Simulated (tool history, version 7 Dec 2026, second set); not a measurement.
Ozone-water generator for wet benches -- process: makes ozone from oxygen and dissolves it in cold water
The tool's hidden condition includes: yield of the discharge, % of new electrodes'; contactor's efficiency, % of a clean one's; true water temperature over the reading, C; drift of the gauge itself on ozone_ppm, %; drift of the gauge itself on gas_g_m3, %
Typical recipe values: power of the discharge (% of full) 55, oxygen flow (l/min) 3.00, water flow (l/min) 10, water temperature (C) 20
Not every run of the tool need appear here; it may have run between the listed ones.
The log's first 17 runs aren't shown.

run    hour  power of the discharge (% of full)  oxygen flow (l/min)  water flow (l/min)  water temperature (C)  hours of work since the electrodes were changed  hours of work since the contactor was cleaned  hours of work since the thermometer was calibrated  dissolved ozone (ppm)  ozone in the gas ahead of the water (g/m3)
 18  1927.7                                  44                 2.93                   7                     14                                             3962                                           6706                                                  96                   25.9                                       156.4
 19  2029.7                                  52                 2.93                  12                     14                                             4040                                           6784                                                 174                   21.7                                       185.4
 20  2146.4                                  55                 1.57                   9                     20                                             4130                                           6874                                                 264                   22.7                                       249.5
 21  2247.0                                  86                 3.00                  10                     16                                             4207                                           6951                                                 341                   38.7                                       293.7
     2353.9  -- contactor cleaned
 22  2381.8                                  86                 3.00                  10                     16                                             4308                                             21                                                 441                   38.5                                       295.1
 23  2473.8                                  60                 5.01                  10                     13                                             4378                                             92                                                 512                   30.3                                       171.4
 24  2559.6                                  46                 3.00                  10                     14                                             4444                                            158                                                 578                   21.9                                       163.3
 25  2709.4                                  55                 2.29                  10                     20                                             4559                                            273                                                 693                   23.1                                       214.6
 26  2831.9                                  55                 2.29                  10                     20                                             4653                                            367                                                 787                   23.4                                       215.3
 27  2963.8                                  55                 2.29                  10                     20                                             4755                                            468                                                 888                   23.2                                       216.3
 28  3084.7                                  55                 2.29                  10                     20                                             4847                                            561                                                 981                   22.9                                       218.3
 29  3179.4                                  55                 2.29                  10                     20                                             4920                                            634                                                1054                   22.7                                       219.4
 30  3327.9                                  55                 2.29                  10                     20                                             5034                                            748                                                1168                   23.0                                       217.4

What if the next run were any one of these 4? Each begins from the tool's condition after run 30:
  A  3419.1                                  55                 2.29                  10                     23                                             5104                                            818                                                1238                      ?                                           ?
  B  3419.1                                  55                 2.39                  11                     15                                             5104                                            818                                                1238                      ?                                           ?
  C  3419.1                                  61                 2.29                  11                     21                                             5104                                            818                                                1238                      ?                                           ?
  D  3419.1                                  92                 2.59                  10                     20                                             5104                                            818                                                1238                      ?                                           ?

run  dissolved ozone (ppm)  ozone in the gas ahead of the water (g/m3)
  A                   22.1                                       217.3
  B                   23.0                                       213.2
  C                   23.4                                       239.9
  D                   38.1                                       337.2
What these runs would have given with no unlogged condition in the tool:
run  dissolved ozone (ppm)  ozone in the gas ahead of the water (g/m3)
  A                   22.1                                       210.8
  B                   23.0                                       206.8
  C                   23.5                                       232.8
  D                   38.1                                       327.3
